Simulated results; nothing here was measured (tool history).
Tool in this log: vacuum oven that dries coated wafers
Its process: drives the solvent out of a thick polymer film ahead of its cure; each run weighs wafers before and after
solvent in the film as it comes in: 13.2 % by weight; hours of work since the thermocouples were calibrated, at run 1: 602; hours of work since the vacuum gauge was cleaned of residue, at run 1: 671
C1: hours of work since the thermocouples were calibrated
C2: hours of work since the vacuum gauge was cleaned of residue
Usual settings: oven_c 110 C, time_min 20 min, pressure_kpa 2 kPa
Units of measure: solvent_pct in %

run 1 hour=0 | oven_c=110 time_min=20 pressure_kpa=2 | C1=602 C2=671 | solvent_pct=1.74
run 2 hour=24.9 | oven_c=110 time_min=20 pressure_kpa=2 | C1=614 C2=683 | solvent_pct=1.74
run 3 hour=51.9 | oven_c=110 time_min=20 pressure_kpa=2 | C1=627 C2=696 | solvent_pct=1.75
run 4 hour=72.6 | oven_c=104 time_min=20 pressure_kpa=2 | C1=637 C2=706 | solvent_pct=2.53
-- hour=87.6 oven's thermocouples calibrated
run 5 hour=108.8 | oven_c=104 time_min=20 pressure_kpa=2 | C1=10 C2=722 | solvent_pct=2.71
run 6 hour=153 | oven_c=110 time_min=20 pressure_kpa=2 | C1=31 C2=743 | solvent_pct=1.8
run 7 hour=181.5 | oven_c=110 time_min=20 pressure_kpa=2 | C1=45 C2=757 | solvent_pct=1.8
run 8 hour=216.5 | oven_c=110 time_min=20 pressure_kpa=2 | C1=62 C2=774 | solvent_pct=1.79
run 9 hour=246.9 | oven_c=110 time_min=20 pressure_kpa=2 | C1=76 C2=788 | solvent_pct=1.82
run 10 hour=280.1 | oven_c=110 time_min=20 pressure_kpa=2 | C1=92 C2=804 | solvent_pct=1.82
run 11 hour=299.8 | oven_c=110 time_min=13 pressure_kpa=2 | C1=101 C2=814 | solvent_pct=2.76
run 12 hour=328.1 | oven_c=110 time_min=13 pressure_kpa=2 | C1=115 C2=827 | solvent_pct=2.77
run 13 hour=373.1 | oven_c=110 time_min=20 pressure_kpa=2 | C1=136 C2=849 | solvent_pct=1.81
run 14 hour=392.7 | oven_c=110 time_min=20 pressure_kpa=2 | C1=146 C2=858 | solvent_pct=1.86
run 15 hour=416.1 | oven_c=110 time_min=20 pressure_kpa=2 | C1=157 C2=869 | solvent_pct=1.81
run 16 hour=451.4 | oven_c=110 time_min=20 pressure_kpa=2 | C1=174 C2=886 | solvent_pct=1.82
run 17 hour=493.1 | oven_c=110 time_min=20 pressure_kpa=2 | C1=194 C2=906 | solvent_pct=1.77
run 18 hour=533.2 | oven_c=110 time_min=20 pressure_kpa=2 | C1=213 C2=925 | solvent_pct=1.8
run 19 hour=561.3 | oven_c=110 time_min=20 pressure_kpa=2 | C1=226 C2=938 | solvent_pct=1.81
run 20 hour=603 | oven_c=110 time_min=20 pressure_kpa=2 | C1=246 C2=958 | solvent_pct=1.78
run 21 hour=642.9 | oven_c=110 time_min=20 pressure_kpa=2 | C1=265 C2=977 | solvent_pct=1.8
run 22 hour=668.9 | oven_c=110 time_min=20 pressure_kpa=2 | C1=278 C2=990 | solvent_pct=1.79
-- hour=672.5 vacuum gauge cleaned of residue and calibrated
run 23 hour=701.4 | oven_c=110 time_min=20 pressure_kpa=2 | C1=293 C2=14 | solvent_pct=1.85
run 24 hour=745.8 | oven_c=110 time_min=20 pressure_kpa=2 | C1=314 C2=35 | solvent_pct=1.84
run 25 hour=774.4 | oven_c=118 time_min=12 pressure_kpa=2 | C1=327 C2=49 | solvent_pct=1.79
run 26 hour=815.8 | oven_c=122 time_min=20 pressure_kpa=2 | C1=347 C2=68 | solvent_pct=0.97
-- hour=833.8 vacuum gauge cleaned of residue and calibrated, once more
run 27 hour=838.6 | oven_c=108 time_min=12 pressure_kpa=5.6 | C1=357 C2=2 | solvent_pct=5.14
run 28 hour=872.6 | oven_c=97 time_min=12 pressure_kpa=2.2 | C1=374 C2=19 | solvent_pct=5.59
run 29 hour=895.3 | oven_c=97 time_min=12 pressure_kpa=2.2 | C1=384 C2=29 | solvent_pct=5.64
run 30 hour=919.7 | oven_c=97 time_min=12 pressure_kpa=2.2 | C1=396 C2=41 | solvent_pct=5.6
run 31 hour=949.8 | oven_c=115 time_min=12 pressure_kpa=1.99 | C1=410 C2=55 | solvent_pct=2.03
run 32 hour=986.2 | oven_c=115 time_min=12 pressure_kpa=1.99 | C1=428 C2=73 | solvent_pct=2.04
run 33 hour=1009.2 | oven_c=123 time_min=20 pressure_kpa=3.69 | C1=439 C2=84 | solvent_pct=1.47
run 34 hour=1043.2 | oven_c=123 time_min=20 pressure_kpa=3.69 | C1=455 C2=100 | solvent_pct=1.44
run 35 hour=1062.6 | oven_c=110 time_min=25 pressure_kpa=7.23 | C1=464 C2=109 | solvent_pct=4.42
run 36 hour=1086.1 | oven_c=98 time_min=25 pressure_kpa=1.73 | C1=476 C2=121 | solvent_pct=2.8
run 37 hour=1106.2 | oven_c=120 time_min=12 pressure_kpa=5.5 | C1=485 C2=130 | solvent_pct=2.82
run 38 hour=1144.6 | oven_c=118 time_min=12 pressure_kpa=2 | C1=503 C2=148 | solvent_pct=1.65
run 39 hour=1177.1 | oven_c=123 time_min=12 pressure_kpa=1.14 | C1=519 C2=164 | solvent_pct=0.83
run 40 hour=1204.1 | oven_c=123 time_min=12 pressure_kpa=1.14 | C1=532 C2=177 | solvent_pct=0.85
run 41 hour=1224 | oven_c=113 time_min=16 pressure_kpa=2 | C1=541 C2=186 | solvent_pct=1.68
run 42 hour=1242.7 | oven_c=114 time_min=16 pressure_kpa=3.6 | C1=550 C2=195 | solvent_pct=2.35
run 43 hour=1282 | oven_c=111 time_min=20 pressure_kpa=4.29 | C1=569 C2=214 | solvent_pct=2.79
run 44 hour=1315.9 | oven_c=111 time_min=20 pressure_kpa=4.29 | C1=585 C2=230 | solvent_pct=2.81
run 45 hour=1355.7 | oven_c=110 time_min=12 pressure_kpa=5.53 | C1=604 C2=249 | solvent_pct=4.59
run 46 hour=1399.6 | oven_c=110 time_min=28 pressure_kpa=1.51 | C1=625 C2=270 | solvent_pct=1.05
run 47 hour=1422.6 | oven_c=124 time_min=11 pressure_kpa=1.8 | C1=636 C2=281 | solvent_pct=1.09

Across each entry between runs, compare the hidden state at the last listed run before it with the hidden state at the first listed run after it:
From run 4 to run 5: oven's thermocouples calibrated (hour 87.6)
  true wafer temperature over the reading, C: 0.79 -> -0.01; true pressure over the reading, kPa: 0.119 -> 0.121
  what was measured, less what the result would be without the hidden state, solvent_pct: -0.06 -> +0.08 %
From run 22 to run 23: vacuum gauge cleaned of residue and calibrated (hour 672.5)
  true wafer temperature over the reading, C: 0.46 -> 0.48; true pressure over the reading, kPa: 0.157 -> 0.267
  what was measured, less what the result would be without the hidden state, solvent_pct: +0.04 -> +0.1 %
From run 26 to run 27: vacuum gauge cleaned of residue and calibrated, once more (hour 833.8)
  true wafer temperature over the reading, C: 0.57 -> 0.59; true pressure over the reading, kPa: 0.275 -> -0.003
  what was measured, less what the result would be without the hidden state, solvent_pct: +0.08 -> -0.14 %
